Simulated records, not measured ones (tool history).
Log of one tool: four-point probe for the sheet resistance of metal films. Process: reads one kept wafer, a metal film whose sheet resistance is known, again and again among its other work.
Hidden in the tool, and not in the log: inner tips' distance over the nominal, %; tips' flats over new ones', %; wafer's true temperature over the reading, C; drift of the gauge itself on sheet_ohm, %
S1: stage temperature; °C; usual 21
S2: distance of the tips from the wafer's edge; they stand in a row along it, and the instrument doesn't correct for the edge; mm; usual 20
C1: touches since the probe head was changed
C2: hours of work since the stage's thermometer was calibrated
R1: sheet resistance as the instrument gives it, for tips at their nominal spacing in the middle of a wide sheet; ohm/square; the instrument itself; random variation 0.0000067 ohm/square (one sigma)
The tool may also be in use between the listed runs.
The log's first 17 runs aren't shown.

run 18 hour=727.1 | S1=21 S2=8 | C1=40023 C2=1219 | R1=0.033540
run 19 hour=763.7 | S1=18 S2=7 | C1=40464 C2=1241 | R1=0.033668
run 20 hour=803.7 | S1=22 S2=41 | C1=40944 C2=1265 | R1=0.033250
run 21 hour=842.8 | S1=22 S2=35 | C1=41414 C2=1289 | R1=0.033260
run 22 hour=895.6 | S1=24 S2=3 | C1=42050 C2=1320 | R1=0.035085
run 23 hour=943.6 | S1=24 S2=3 | C1=42627 C2=1349 | R1=0.035072
run 24 hour=1000.0 | S1=26 S2=9 | C1=43305 C2=1383 | R1=0.033393
run 25 hour=1027.4 | S1=26 S2=9 | C1=43634 C2=1399 | R1=0.033387
run 26 hour=1082.0 | S1=19 S2=48 | C1=44291 C2=1432 | R1=0.033295
run 27 hour=1136.4 | S1=19 S2=33 | C1=44946 C2=1465 | R1=0.033291
run 28 hour=1194.1 | S1=34 S2=12 | C1=45639 C2=1499 | R1=0.033175
-- hour=1208.9 stage's thermometer calibrated
run 29 hour=1222.0 | S1=34 S2=12 | C1=45969 C2=8 | R1=0.033129
run 30 hour=1281.4 | S1=32 S2=46 | C1=46683 C2=44 | R1=0.033047
run 31 hour=1325.9 | S1=26 S2=8 | C1=47219 C2=70 | R1=0.033412
run 32 hour=1374.7 | S1=33 S2=29 | C1=47805 C2=99 | R1=0.033034
run 33 hour=1434.7 | S1=31 S2=64 | C1=48526 C2=135 | R1=0.033060
run 34 hour=1478.0 | S1=19 S2=50 | C1=49047 C2=161 | R1=0.033238

4 ways to go on from here, each from the tool as it stands after run 34. What would each give?
run A hour=1528.4 | S1=28 S2=20 | C1=49653 C2=192 | R1=?
run B hour=1528.4 | S1=32 S2=20 | C1=49653 C2=192 | R1=?
run C hour=1528.4 | S1=32 S2=20 | C1=49653 C2=192 | R1=?
run D hour=1528.4 | S1=19 S2=15 | C1=49653 C2=192 | R1=?

run=A R1=0.033135
run=B R1=0.033071
run=C R1=0.033068
run=D R1=0.033330
Without the tool's hidden state the same runs would have given:
run=A R1=0.033363
run=B R1=0.033298
run=C R1=0.033295
run=D R1=0.033559
